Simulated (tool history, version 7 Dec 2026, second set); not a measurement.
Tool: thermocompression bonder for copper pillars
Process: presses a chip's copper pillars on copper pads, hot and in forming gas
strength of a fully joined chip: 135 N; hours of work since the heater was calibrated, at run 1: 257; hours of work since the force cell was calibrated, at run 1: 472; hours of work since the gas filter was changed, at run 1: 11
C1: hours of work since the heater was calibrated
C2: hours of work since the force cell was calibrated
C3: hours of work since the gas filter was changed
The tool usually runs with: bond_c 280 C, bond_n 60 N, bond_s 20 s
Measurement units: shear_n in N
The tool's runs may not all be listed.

Run 1, hour 0: usual settings; C1 257; C2 472; C3 11. Result: shear_n 80.8 N.
Run 2, hour 6.8: usual settings but bond_n 77 N; C1 261; C2 476; C3 16. Result: shear_n 90.6 N.
Run 3, hour 13.3: usual settings but bond_n 77 N; C1 265; C2 481; C3 20. Result: shear_n 90.2 N.
Run 4, hour 19.8: usual settings but bond_c 298 C, bond_n 77 N; C1 270; C2 485; C3 24. Result: shear_n 102.1 N.
Run 5, hour 24: usual settings but bond_c 298 C, bond_n 36 N; C1 273; C2 488; C3 27. Result: shear_n 77.9 N.
Run 6, hour 28.4: usual settings but bond_c 298 C, bond_n 36 N; C1 275; C2 491; C3 30. Result: shear_n 77.8 N.
Run 7, hour 37.7: usual settings; C1 282; C2 497; C3 36. Result: shear_n 80.2 N.
Run 8, hour 46.8: usual settings but bond_n 68 N; C1 288; C2 503; C3 42. Result: shear_n 84.8 N.
Run 9, hour 52.5: usual settings but bond_n 83 N; C1 291; C2 507; C3 46. Result: shear_n 91.3 N.
Run 10, hour 57.8: usual settings but bond_c 298 C; C1 295; C2 510; C3 49. Result: shear_n 92.9 N.
Run 11, hour 64.6: usual settings but bond_n 44 N; C1 299; C2 515; C3 54. Result: shear_n 70.4 N.
Run 12, hour 73.3: usual settings but bond_n 59 N; C1 305; C2 520; C3 60. Result: shear_n 79 N.
Run 13, hour 80.8: usual settings but bond_s 18 s; C1 310; C2 525; C3 65. Result: shear_n 77.1 N.
Run 14, hour 90: usual settings but bond_n 72 N, bond_s 18 s; C1 316; C2 531; C3 71. Result: shear_n 83.2 N.
Run 15, hour 97.6: usual settings but bond_s 51 s; C1 321; C2 536; C3 76. Result: shear_n 103.1 N.
Run 16, hour 101.9: usual settings but bond_s 51 s; C1 324; C2 539; C3 79. Result: shear_n 101.1 N.
Run 17, hour 111.2: usual settings; C1 330; C2 545; C3 85. Result: shear_n 77.3 N.
Run 18, hour 118.2: usual settings; C1 335; C2 550; C3 89. Result: shear_n 79 N.
Run 19, hour 122.9: usual settings; C1 338; C2 553; C3 93. Result: shear_n 78.6 N.
Run 20, hour 132.1: usual settings; C1 344; C2 559; C3 99. Result: shear_n 77.9 N.
Run 21, hour 139.3: usual settings; C1 349; C2 564; C3 103. Result: shear_n 77.8 N.
Run 22, hour 146.6: usual settings but bond_c 302 C, bond_n 87 N, bond_s 55 s; C1 354; C2 569; C3 108. Result: shear_n 120.4 N.
Run 23, hour 153.4: usual settings but bond_c 290 C, bond_n 83 N, bond_s 59 s; C1 358; C2 573; C3 113. Result: shear_n 114.7 N.
Run 24, hour 158.5: usual settings but bond_c 306 C, bond_n 83 N, bond_s 10 s; C1 362; C2 577; C3 116. Result: shear_n 89.8 N.
Run 25, hour 164.7: usual settings but bond_c 257 C, bond_n 58 N, bond_s 10 s; C1 366; C2 581; C3 120. Result: shear_n 45.1 N.
Run 26, hour 173: usual settings but bond_c 288 C, bond_n 86 N, bond_s 35 s; C1 371; C2 586; C3 126. Result: shear_n 106.5 N.
Run 27, hour 180.3: usual settings but bond_c 252 C, bond_n 89 N, bond_s 53 s; C1 376; C2 591; C3 131. Result: shear_n 90.4 N.
Run 28, hour 189.1: usual settings but bond_c 286 C, bond_n 48 N, bond_s 17 s; C1 382; C2 597; C3 136. Result: shear_n 70.2 N.
At hour 191.5: forming gas filter changed.
Run 29, hour 197.1: usual settings but bond_c 267 C, bond_n 80 N, bond_s 19 s; C1 387; C2 602; C3 4. Result: shear_n 78.2 N.
Run 30, hour 202.4: usual settings but bond_c 267 C, bond_n 46 N, bond_s 14 s; C1 390; C2 606; C3 7. Result: shear_n 54.2 N.
Run 31, hour 209.2: usual settings but bond_c 253 C, bond_n 44 N, bond_s 34 s; C1 395; C2 610; C3 12. Result: shear_n 62.3 N.
Run 32, hour 217.1: usual settings but bond_c 295 C, bond_n 38 N, bond_s 13 s; C1 400; C2 615; C3 17. Result: shear_n 67 N.
Run 33, hour 222.9: usual settings but bond_n 42 N, bond_s 43 s; C1 404; C2 619; C3 21. Result: shear_n 87.1 N.
Run 34, hour 227.2: usual settings but bond_c 285 C, bond_n 42 N, bond_s 24 s; C1 407; C2 622; C3 24. Result: shear_n 77.3 N.
Run 35, hour 232.3: usual settings but bond_c 297 C, bond_n 65 N, bond_s 11 s; C1 410; C2 625; C3 27. Result: shear_n 80.2 N.
Run 36, hour 242.7: usual settings but bond_n 72 N, bond_s 11 s; C1 417; C2 632; C3 34. Result: shear_n 71.2 N.
Run 37, hour 251.4: usual settings but bond_n 72 N, bond_s 11 s; C1 423; C2 638; C3 40. Result: shear_n 69.9 N.
Run 38, hour 261.4: usual settings but bond_n 72 N, bond_s 11 s; C1 429; C2 645; C3 46. Result: shear_n 70.8 N.
Run 39, hour 266.2: usual settings but bond_c 284 C, bond_n 45 N; C1 433; C2 648; C3 50. Result: shear_n 72.5 N.
Run 40, hour 272.6: usual settings but bond_c 275 C, bond_n 45 N, bond_s 30 s; C1 437; C2 652; C3 54. Result: shear_n 75.8 N.

Results per run with the tool's hidden condition removed, run-to-run variation unchanged:
Unlogged tool condition in this case: true temperature of the bond over the reading, C; force that reaches the chip, % of what is set; oxide that the forming gas leaves, % of the face; drift of the gauge itself on shear_n, %.
run  shear_n
  1     85.2
  2     95.3
  3     95.1
  4    106.7
  5     82.8
  6     82.7
  7     85.6
  8     90.6
  9     97.2
 10     98.8
 11     76.2
 12     85.4
 13     83.6
 14     90.1
 15    110.4
 16    108.5
 17     84.5
 18     86.6
 19     86.3
 20     85.8
 21     85.9
 22    127.7
 23    122.7
 24     98.6
 25     51.5
 26    115.9
 27    100.6
 28     79.1
 29     83.9
 30     59.3
 31     68.1
 32     72.6
 33     93.4
 34     83.6
 35     86.4
 36     77.8
 37     76.6
 38     77.9
 39     79.6
 40     83.4
